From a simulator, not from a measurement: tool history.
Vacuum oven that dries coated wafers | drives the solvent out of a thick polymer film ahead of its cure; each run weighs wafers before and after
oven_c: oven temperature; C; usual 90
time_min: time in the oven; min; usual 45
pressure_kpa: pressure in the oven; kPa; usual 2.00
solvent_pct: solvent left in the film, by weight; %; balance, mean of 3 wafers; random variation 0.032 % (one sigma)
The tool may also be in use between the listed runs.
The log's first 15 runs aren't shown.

Run 16, day 7.562: usual settings but pressure_kpa 3.57 kPa. Result: solvent_pct 4.65 %.
Run 17, day 7.908: usual settings but pressure_kpa 3.57 kPa. Result: solvent_pct 4.61 %.
Run 18, day 8.300: usual settings but pressure_kpa 3.57 kPa. Result: solvent_pct 4.65 %.
Run 19, day 8.704: usual settings but time_min 79 min, pressure_kpa 3.57 kPa. Result: solvent_pct 2.48 %.
Run 20, day 9.225: usual settings but oven_c 99 C. Result: solvent_pct 1.74 %.
Run 21, day 9.812: usual settings. Result: solvent_pct 4.00 %.
Run 22, day 10.250: usual settings. Result: solvent_pct 3.84 %.
Run 23, day 10.546: usual settings. Result: solvent_pct 3.92 %.
Run 24, day 10.938: usual settings but time_min 41 min, pressure_kpa 3.37 kPa. Result: solvent_pct 5.02 %.
Run 25, day 11.429: usual settings but time_min 41 min, pressure_kpa 3.37 kPa. Result: solvent_pct 5.10 %.
Run 26, day 11.992: usual settings but oven_c 77 C, pressure_kpa 6.48 kPa. Result: solvent_pct 11.41 %.
Run 27, day 12.646: usual settings but oven_c 77 C, pressure_kpa 6.48 kPa. Result: solvent_pct 11.49 %.
At day 12.762: vacuum gauge cleaned of residue and calibrated.
Run 28, day 13.367: usual settings but oven_c 77 C, pressure_kpa 6.48 kPa. Result: solvent_pct 11.42 %.

The next listed run, before its measurement:
Run 29, day 13.838: usual settings but oven_c 85 C, pressure_kpa 7.81 kPa. Result: solvent_pct ?.

solvent_pct: 8.55 %
Without the tool's hidden state the same run would have given solvent_pct 8.68 %.
